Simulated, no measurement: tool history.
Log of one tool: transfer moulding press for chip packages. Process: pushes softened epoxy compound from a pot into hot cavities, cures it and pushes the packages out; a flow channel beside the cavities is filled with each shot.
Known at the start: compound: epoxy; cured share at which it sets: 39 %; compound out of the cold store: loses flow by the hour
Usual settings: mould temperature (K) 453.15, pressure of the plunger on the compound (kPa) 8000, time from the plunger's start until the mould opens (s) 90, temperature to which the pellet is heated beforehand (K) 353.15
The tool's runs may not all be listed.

run     day  mould temperature (K)  pressure of the plunger on the compound (kPa)  time from the plunger's start until the mould opens (s)  temperature to which the pellet is heated beforehand (K)  incoming compound's hours out of the cold store  length that the compound runs in the flow channel (mm)  greatest force on the pins that push the packages out (N)
  1       0                 453.15                                           8000                                                       90                                                    353.15                                             15.6                                                     893                                                        626
  2   1.033                 453.15                                           8000                                                       90                                                    353.15                                              8.4                                                     906                                                        784
  3   1.638                 453.15                                           8000                                                       90                                                    353.15                                             23.3                                                     877                                                        832
      1.962  -- cavities cleaned with cleaning compound and waxed
  4   2.554                 453.15                                           8000                                                       90                                                    353.15                                             44.9                                                     817                                                        593
  5    3.55                 453.15                                           8000                                                       90                                                    353.15                                             44.9                                                     812                                                        703
  6   4.308                 453.15                                           8000                                                       90                                                    353.15                                             37.8                                                     824                                                        793
      4.542  -- cavities cleaned with cleaning compound and waxed
  7   5.367                 453.15                                           8000                                                       90                                                    353.15                                             38.6                                                     817                                                        624
  8   6.388                 460.15                                           8000                                                       90                                                    353.15                                             26.5                                                     821                                                        649
      7.096  -- cavities cleaned with cleaning compound and waxed
  9   7.133                 460.15                                           8000                                                       90                                                    353.15                                              9.1                                                     874                                                        426
 10   8.038                 460.15                                           8000                                                       90                                                    353.15                                             21.9                                                     841                                                        540
 11     8.6                 453.15                                           8000                                                       90                                                    353.15                                             38.3                                                     808                                                        696
 12   9.238                 453.15                                           8000                                                       90                                                    353.15                                             37.2                                                     797                                                        756
      9.642  -- cavities cleaned with cleaning compound and waxed
 13  10.221                 458.15                                           8000                                                       90                                                    353.15                                             31.5                                                     806                                                        546
 14  10.988                 458.15                                           8000                                                       90                                                    360.15                                             41.6                                                     773                                                        626

Run 15 comes next. What will it give?
 15  11.504                 458.15                                           8000                                                       90                                                    360.15                                             25.2                                                       ?                                                          ?

{"run 15": {"length that the compound runs in the flow channel (mm)": 813, "greatest force on the pins that push the packages out (N)": 651}}
Without the tool's hidden state the same run would have given length that the compound runs in the flow channel (mm) 884, greatest force on the pins that push the packages out (N) 422.
